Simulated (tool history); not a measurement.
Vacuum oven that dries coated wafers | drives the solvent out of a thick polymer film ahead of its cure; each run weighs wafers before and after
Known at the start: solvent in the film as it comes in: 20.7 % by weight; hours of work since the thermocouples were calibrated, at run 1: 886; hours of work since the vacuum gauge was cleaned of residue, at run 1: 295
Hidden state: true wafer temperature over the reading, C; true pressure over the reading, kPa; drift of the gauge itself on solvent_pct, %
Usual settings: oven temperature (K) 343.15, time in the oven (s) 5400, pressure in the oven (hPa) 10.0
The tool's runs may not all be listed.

run,hour,oven temperature (K),time in the oven (s),pressure in the oven (hPa),hours of work since the thermocouples were calibrated,hours of work since the vacuum gauge was cleaned of residue,solvent left in the film (%)
1,0.0,343.15,5400,10.0,886,295,2.53
2,8.8,343.15,5400,10.0,891,300,2.58
3,15.2,343.15,5400,10.0,895,304,2.55
4,23.8,338.15,5400,10.0,900,309,4.38
# hour 26.8: oven's thermocouples calibrated
5,34.1,338.15,5400,10.0,4,314,4.81
6,44.9,338.15,5400,10.0,11,321,4.89
7,51.2,338.15,5400,10.0,15,325,4.87
8,59.0,338.15,5400,10.0,19,329,4.87
9,69.2,338.15,5400,10.0,25,335,4.88
10,79.7,338.15,5400,10.0,32,342,4.86
11,88.1,338.15,5400,10.0,37,347,4.83
12,96.5,343.15,5400,10.0,42,352,2.90
13,107.6,343.15,5400,10.0,48,358,2.94
14,113.9,328.15,5400,10.0,52,362,10.24
15,119.4,328.15,5400,10.0,55,365,10.11
16,126.1,328.15,5400,10.0,59,369,10.24
17,135.5,339.15,5400,10.0,65,375,4.39
18,146.2,339.15,5400,18.4,71,381,5.80
19,155.1,339.15,4620,18.4,76,386,6.46
20,166.2,339.15,4620,18.4,83,393,6.48
21,177.9,343.15,7020,10.0,90,400,2.30
22,188.1,343.15,7020,10.0,96,406,2.30
23,197.9,343.15,5400,9.6,102,412,2.84
24,210.1,343.15,5400,9.6,109,419,2.85
25,221.4,343.15,5400,14.8,116,426,3.65
26,231.8,343.15,5400,12.2,122,432,3.25
27,238.0,357.15,5400,5.3,126,436,0.59
28,247.1,355.15,5400,12.1,131,441,1.34
29,255.1,355.15,3240,12.1,136,446,1.57
30,267.2,344.15,5400,10.0,143,453,2.64
31,274.0,332.15,4620,18.2,147,457,10.25
32,284.2,349.15,5940,12.9,153,463,1.90
33,296.5,343.15,7380,10.0,161,471,2.22
34,306.7,335.15,8460,28.6,167,477,8.19
35,317.0,335.15,4680,6.5,173,483,6.45
36,323.9,335.15,5400,13.8,177,487,7.05
37,332.2,335.15,5400,13.8,182,492,7.05
38,343.3,337.15,5580,6.9,189,499,4.63
39,350.2,337.15,5580,6.9,193,503,4.61
40,357.8,329.15,8580,6.9,197,507,6.53
41,367.1,358.15,3660,6.4,203,513,0.76
42,372.7,358.15,3660,16.6,206,516,1.62
43,379.6,352.15,3960,6.5,210,520,1.17
44,385.9,352.15,3960,6.5,214,524,1.14
45,396.1,354.15,8640,5.2,220,530,0.67
46,407.6,357.15,6180,23.2,227,537,2.23

Some steps in solvent left in the film (%) between neighbouring runs. How much of each would the tool show without its hidden state too (settings, what came in, random variation), and how much is left for the hidden state, with any gauge scatter that isn't in both results?
Run 3 -> 4: oven temperature (K) 343.15 -> 338.15. solvent left in the film (%) +1.83: hidden state -0.15, all else +1.98.
Run 4 -> 5: oven's thermocouples calibrated. solvent left in the film (%) +0.43: hidden state +0.51, all else -0.08.
Run 13 -> 14: oven temperature (K) 343.15 -> 328.15. solvent left in the film (%) +7.30: hidden state +0.07, all else +7.23.
Run 30 -> 31: oven temperature (K) 344.15 -> 332.15, time in the oven (s) 5400 -> 4620, pressure in the oven (hPa) 10.0 -> 18.2. solvent left in the film (%) +7.61: hidden state +0.03, all else +7.58.
Run 31 -> 32: oven temperature (K) 332.15 -> 349.15, time in the oven (s) 4620 -> 5940, pressure in the oven (hPa) 18.2 -> 12.9. solvent left in the film (%) -8.35: hidden state -0.05, all else -8.30.
Run 40 -> 41: oven temperature (K) 329.15 -> 358.15, time in the oven (s) 8580 -> 3660, pressure in the oven (hPa) 6.9 -> 6.4. solvent left in the film (%) -5.77: hidden state -0.15, all else -5.62.
